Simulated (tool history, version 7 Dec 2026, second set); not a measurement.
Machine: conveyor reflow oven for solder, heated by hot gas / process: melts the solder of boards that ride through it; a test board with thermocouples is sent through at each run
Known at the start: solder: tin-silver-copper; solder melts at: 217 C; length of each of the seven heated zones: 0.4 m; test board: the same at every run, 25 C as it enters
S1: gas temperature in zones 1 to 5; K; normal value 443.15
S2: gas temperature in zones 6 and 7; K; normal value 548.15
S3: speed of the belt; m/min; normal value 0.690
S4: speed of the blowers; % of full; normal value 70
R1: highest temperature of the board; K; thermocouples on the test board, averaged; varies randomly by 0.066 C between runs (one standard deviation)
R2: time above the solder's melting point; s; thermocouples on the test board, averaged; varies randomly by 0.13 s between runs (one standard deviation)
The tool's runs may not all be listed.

{"run": 1, "hour": 0.0, "S1": 443.15, "S2": 548.15, "S3": 0.69, "S4": 70, "R1": 535.5, "R2": 58.0}
{"hour": 44.6, "done": "flux residue cleaned out of gas plates and filters"}
{"run": 2, "hour": 81.3, "S1": 443.15, "S2": 548.15, "S3": 0.69, "S4": 70, "R1": 534.99, "R2": 57.8}
{"run": 3, "hour": 150.9, "S1": 449.15, "S2": 548.15, "S3": 0.69, "S4": 70, "R1": 535.87, "R2": 59.9}
{"run": 4, "hour": 195.6, "S1": 449.15, "S2": 548.15, "S3": 0.69, "S4": 70, "R1": 535.7, "R2": 59.7}
{"run": 5, "hour": 268.0, "S1": 449.15, "S2": 548.15, "S3": 0.69, "S4": 70, "R1": 535.75, "R2": 59.8}
{"run": 6, "hour": 306.6, "S1": 443.15, "S2": 548.15, "S3": 0.69, "S4": 70, "R1": 534.91, "R2": 57.5}
{"run": 7, "hour": 352.1, "S1": 443.15, "S2": 548.15, "S3": 0.69, "S4": 70, "R1": 534.8, "R2": 57.4}
{"hour": 386.1, "done": "flux residue cleaned out of gas plates and filters, once more"}
{"run": 8, "hour": 435.2, "S1": 443.15, "S2": 548.15, "S3": 0.69, "S4": 70, "R1": 537.96, "R2": 59.6}
{"hour": 471.2, "done": "thermocouples of zones 6 and 7 changed"}
{"run": 9, "hour": 514.8, "S1": 456.15, "S2": 548.15, "S3": 0.69, "S4": 70, "R1": 538.31, "R2": 63.5}
{"run": 10, "hour": 575.1, "S1": 456.15, "S2": 548.15, "S3": 0.69, "S4": 70, "R1": 538.26, "R2": 64.1}
{"run": 11, "hour": 637.2, "S1": 443.15, "S2": 548.15, "S3": 0.69, "S4": 65, "R1": 535.77, "R2": 58.4}
{"run": 12, "hour": 698.0, "S1": 443.15, "S2": 548.15, "S3": 0.665, "S4": 70, "R1": 537.63, "R2": 61.8}
{"run": 13, "hour": 757.0, "S1": 450.15, "S2": 548.15, "S3": 0.69, "S4": 70, "R1": 537.54, "R2": 61.5}
{"run": 14, "hour": 795.2, "S1": 443.15, "S2": 548.15, "S3": 0.784, "S4": 70, "R1": 532.59, "R2": 49.6}
{"run": 15, "hour": 850.3, "S1": 451.15, "S2": 548.15, "S3": 0.784, "S4": 70, "R1": 533.96, "R2": 52.5}
{"run": 16, "hour": 882.7, "S1": 451.15, "S2": 548.15, "S3": 0.784, "S4": 70, "R1": 533.88, "R2": 52.6}
{"run": 17, "hour": 945.0, "S1": 436.15, "S2": 558.15, "S3": 0.69, "S4": 70, "R1": 545.05, "R2": 61.1}
{"run": 18, "hour": 994.5, "S1": 436.15, "S2": 560.15, "S3": 0.69, "S4": 57, "R1": 544.17, "R2": 60.8}
{"hour": 1015.6, "done": "flux residue cleaned out of gas plates and filters"}
{"run": 19, "hour": 1066.3, "S1": 436.15, "S2": 560.15, "S3": 0.69, "S4": 57, "R1": 545.87, "R2": 61.3}
{"run": 20, "hour": 1118.9, "S1": 448.15, "S2": 560.15, "S3": 0.69, "S4": 88, "R1": 552.44, "R2": 66.9}
{"run": 21, "hour": 1183.8, "S1": 448.15, "S2": 560.15, "S3": 0.69, "S4": 88, "R1": 552.27, "R2": 67.5}

What will run 22 give?
{"hour": 1205.6, "done": "thermocouples of zones 6 and 7 changed"}
{"run": 22, "hour": 1246.6, "S1": 455.15, "S2": 560.15, "S3": 0.749, "S4": 82, "R1": "?", "R2": "?"}

R1: 548.96 K
R2: 62.9 s
On a tool with no hidden condition, and with the same random variation, this run would have come out at R1 549.25 K, R2 61.6 s.
